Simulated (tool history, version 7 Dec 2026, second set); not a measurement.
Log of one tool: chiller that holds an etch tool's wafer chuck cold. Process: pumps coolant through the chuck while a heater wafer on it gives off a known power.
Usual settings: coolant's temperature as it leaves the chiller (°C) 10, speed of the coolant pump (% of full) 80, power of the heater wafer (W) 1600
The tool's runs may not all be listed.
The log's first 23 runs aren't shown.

| run | hour | coolant's temperature as it leaves the chiller (°C) | speed of the coolant pump (% of full) | power of the heater wafer (W) | chuck's temperature once it has settled (°C) | how much warmer the coolant comes back (C) |
|---|---|---|---|---|---|---|
| 24 | 853.4 | 12 | 99 | 1600 | 22.5 | 3.95 |
| 25 | 888.5 | 14 | 82 | 1600 | 26.7 | 4.82 |
| 26 | 937.8 | 14 | 82 | 1077 | 22.3 | 3.24 |
| 27 | 980.5 | 19 | 82 | 1821 | 33.4 | 5.49 |
| 28 | 1009.9 | 10 | 79 | 1600 | 23.2 | 5.03 |
| 29 | 1060.9 | 10 | 79 | 1600 | 23.2 | 5.03 |
| 30 | 1083.2 | 10 | 86 | 2054 | 25.8 | 5.86 |
| 31 | 1105.3 | 10 | 86 | 2054 | 25.7 | 5.88 |
| 32 | 1132.8 | 10 | 86 | 2054 | 25.9 | 5.94 |
| 33 | 1182.5 | 10 | 66 | 818 | 18.0 | 3.17 |

3 ways to go on from here, each from the tool as it stands after run 33. What would each give?
| A | 1207.2 | 16 | 63 | 1668 | ? | ? |
| B | 1207.2 | 14 | 61 | 2107 | ? | ? |
| C | 1207.2 | 14 | 87 | 880 | ? | ? |

| run | chuck's temperature once it has settled (°C) | how much warmer the coolant comes back (C) |
|---|---|---|
| A | 33.3 | 6.60 |
| B | 36.7 | 8.54 |
| C | 20.4 | 2.51 |
Without the tool's hidden state the same runs would have given:
| run | chuck's temperature once it has settled (°C) | how much warmer the coolant comes back (C) |
|---|---|---|
| A | 30.9 | 6.42 |
| B | 33.5 | 8.32 |
| C | 19.8 | 2.45 |
